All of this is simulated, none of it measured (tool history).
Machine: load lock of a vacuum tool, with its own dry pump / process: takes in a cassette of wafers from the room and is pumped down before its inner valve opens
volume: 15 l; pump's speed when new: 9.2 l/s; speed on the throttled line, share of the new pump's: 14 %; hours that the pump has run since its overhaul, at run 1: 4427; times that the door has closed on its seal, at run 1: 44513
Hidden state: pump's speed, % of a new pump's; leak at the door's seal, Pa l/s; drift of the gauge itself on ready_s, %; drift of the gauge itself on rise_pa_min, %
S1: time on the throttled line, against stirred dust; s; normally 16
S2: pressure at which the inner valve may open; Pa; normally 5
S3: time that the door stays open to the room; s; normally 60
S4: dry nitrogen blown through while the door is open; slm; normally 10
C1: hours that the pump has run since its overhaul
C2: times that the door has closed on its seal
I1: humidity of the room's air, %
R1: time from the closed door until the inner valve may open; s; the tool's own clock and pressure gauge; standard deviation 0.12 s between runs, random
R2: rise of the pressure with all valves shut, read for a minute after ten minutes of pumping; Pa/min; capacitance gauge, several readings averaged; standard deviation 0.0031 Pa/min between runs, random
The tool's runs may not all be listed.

run	hour	S1	S2	S3	S4	C1	C2	I1	R1	R2
1	0	16	5	60	10	4427	44513	46.9	31.6	0.69
2	527.3	16	5	60	10	4954	46311	46.2	31.6	0.713
3	848.4	23	5	60	10	5275	47407	44.4	37.6	0.717
4	1344.2	16	5	60	10	5771	49097	41.2	31.7	0.773
5	1791.3	16	5	60	10	6218	50622	45.3	31.7	0.78
6	2087	16	5	60	10	6514	51631	44.8	32.2	0.799
7	2409.8	16	5	60	10	6837	52732	43.3	32.2	0.847
8	2685.9	16	5	60	10	7113	53673	44.6	32.3	0.856
9	3051.7	16	5	60	10	7479	54921	42.1	32.4	0.882
# hour 3110.4: door's seal changed, seat wiped
10	3409.5	16	5	60	10	7835	1020	42.7	32.6	0.067
11	3967.8	16	5	60	10	8393	2924	46.1	32.8	0.085
12	4542.6	16	5	60	10	8968	4884	46.7	32.7	0.092
13	4928.7	16	5	60	10	9354	6201	44.7	33	0.098
14	5529.6	16	5	60	10	9955	8250	47.3	33.1	0.116
15	5971.1	16	5	60	24	10397	9756	46.6	33.2	0.108
# hour 6263.2: dry pump taken out, an overhauled one fitted
16	6483	16	5	60	24	220	11481	43.9	30.5	0.119
17	7058.7	16	5	60	24	795	13444	41.4	30.9	0.131
18	7399.1	22	5	60	10	1136	14605	46.4	35.8	0.162
19	8004.4	12	5	216	37	1741	16670	50.4	27.7	0.193
20	8469.7	12	8	216	28	2206	18256	44.2	26.8	0.216
21	8751	12	8	216	5	2488	19216	43.8	26.8	0.266
22	9359.8	12	4	45	12	3097	21292	45.2	28.3	0.212
23	9936.3	28	4	60	5	3673	23258	42.7	42	0.242

What does the tool deliver on the next run?
24	10471.7	31	4	51	5	4209	25084	44.3	?	?

{"run 24": {"R1": 44.9, "R2": 0.268}}
The same run, on a tool lacking any hidden state, would have yielded R1 43.7 s, R2 0.072 Pa/min.
